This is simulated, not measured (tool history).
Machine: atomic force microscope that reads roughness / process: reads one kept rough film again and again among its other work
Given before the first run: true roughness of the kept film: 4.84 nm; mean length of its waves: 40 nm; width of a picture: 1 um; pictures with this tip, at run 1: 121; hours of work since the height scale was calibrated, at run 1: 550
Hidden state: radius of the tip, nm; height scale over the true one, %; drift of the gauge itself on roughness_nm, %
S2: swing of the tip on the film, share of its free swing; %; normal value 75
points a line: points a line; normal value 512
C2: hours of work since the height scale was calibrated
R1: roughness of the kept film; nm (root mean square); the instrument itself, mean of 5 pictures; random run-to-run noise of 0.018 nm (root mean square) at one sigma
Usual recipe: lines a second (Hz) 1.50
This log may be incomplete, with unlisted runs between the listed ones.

Run 1, day 0.000: usual settings; pictures with this tip 121; C2 550. Result: R1 4.305 nm (root mean square).
At day 0.150: new tip fitted.
Run 2, day 1.317: usual settings; pictures with this tip 38; C2 565. Result: R1 4.337 nm (root mean square).
Run 3, day 2.038: usual settings; pictures with this tip 61; C2 574. Result: R1 4.311 nm (root mean square).
Run 4, day 3.550: usual settings; pictures with this tip 110; C2 592. Result: R1 4.312 nm (root mean square).
At day 3.992: new tip fitted.
Run 5, day 4.671: usual settings; pictures with this tip 22; C2 605. Result: R1 4.280 nm (root mean square).
Run 6, day 6.158: usual settings; pictures with this tip 71; C2 622. Result: R1 4.323 nm (root mean square).
Run 7, day 7.179: usual settings but S2 87 %; pictures with this tip 104; C2 634. Result: R1 4.204 nm (root mean square).
At day 7.792: new tip fitted.
Run 8, day 8.746: usual settings but S2 87 %; pictures with this tip 31; C2 652. Result: R1 4.210 nm (root mean square).
Run 9, day 9.875: usual settings but S2 87 %; pictures with this tip 68; C2 666. Result: R1 4.181 nm (root mean square).
Run 10, day 10.529: usual settings but lines a second (Hz) 1.35; pictures with this tip 89; C2 673. Result: R1 4.334 nm (root mean square).
At day 11.562: new tip fitted.
Run 11, day 11.600: usual settings; pictures with this tip 2; C2 686. Result: R1 4.310 nm (root mean square).
Run 12, day 12.862: usual settings but points a line 523; pictures with this tip 43; C2 700. Result: R1 4.304 nm (root mean square).
Run 13, day 14.400: usual settings but points a line 523; pictures with this tip 93; C2 719. Result: R1 4.302 nm (root mean square).
At day 15.346: new tip fitted.
Run 14, day 15.792: usual settings but S2 70 %; pictures with this tip 15; C2 735. Result: R1 4.364 nm (root mean square).
Run 15, day 17.154: usual settings; pictures with this tip 59; C2 751. Result: R1 4.317 nm (root mean square).
Run 16, day 17.950: usual settings; pictures with this tip 85; C2 760. Result: R1 4.337 nm (root mean square).
At day 19.229: new tip fitted.
Run 17, day 19.458: usual settings; pictures with this tip 7; C2 778. Result: R1 4.322 nm (root mean square).
Run 18, day 20.267: usual settings; pictures with this tip 34; C2 787. Result: R1 4.332 nm (root mean square).
Run 19, day 21.096: usual settings but S2 67 %; pictures with this tip 61; C2 797. Result: R1 4.381 nm (root mean square).
Run 20, day 22.271: usual settings but points a line 998; pictures with this tip 99; C2 811. Result: R1 4.323 nm (root mean square).
At day 23.021: new tip fitted.
Run 21, day 23.525: usual settings; pictures with this tip 16; C2 825. Result: R1 4.326 nm (root mean square).
Run 22, day 24.654: usual settings; pictures with this tip 53; C2 839. Result: R1 4.336 nm (root mean square).
Run 23, day 25.371: usual settings; pictures with this tip 76; C2 847. Result: R1 4.298 nm (root mean square).
Run 24, day 26.167: usual settings but lines a second (Hz) 2.99, points a line 257; pictures with this tip 102; C2 856. Result: R1 4.135 nm (root mean square).

The next listed run, before its measurement:
At day 26.779: new tip fitted.
Run 25, day 27.388: usual settings but lines a second (Hz) 0.84, S2 79 %, points a line 805; pictures with this tip 20; C2 870. Result: R1 ?.

Run 25 gave R1 4.365 nm (root mean square).
Without the tool's hidden state the same run would have given R1 4.365 nm (root mean square).

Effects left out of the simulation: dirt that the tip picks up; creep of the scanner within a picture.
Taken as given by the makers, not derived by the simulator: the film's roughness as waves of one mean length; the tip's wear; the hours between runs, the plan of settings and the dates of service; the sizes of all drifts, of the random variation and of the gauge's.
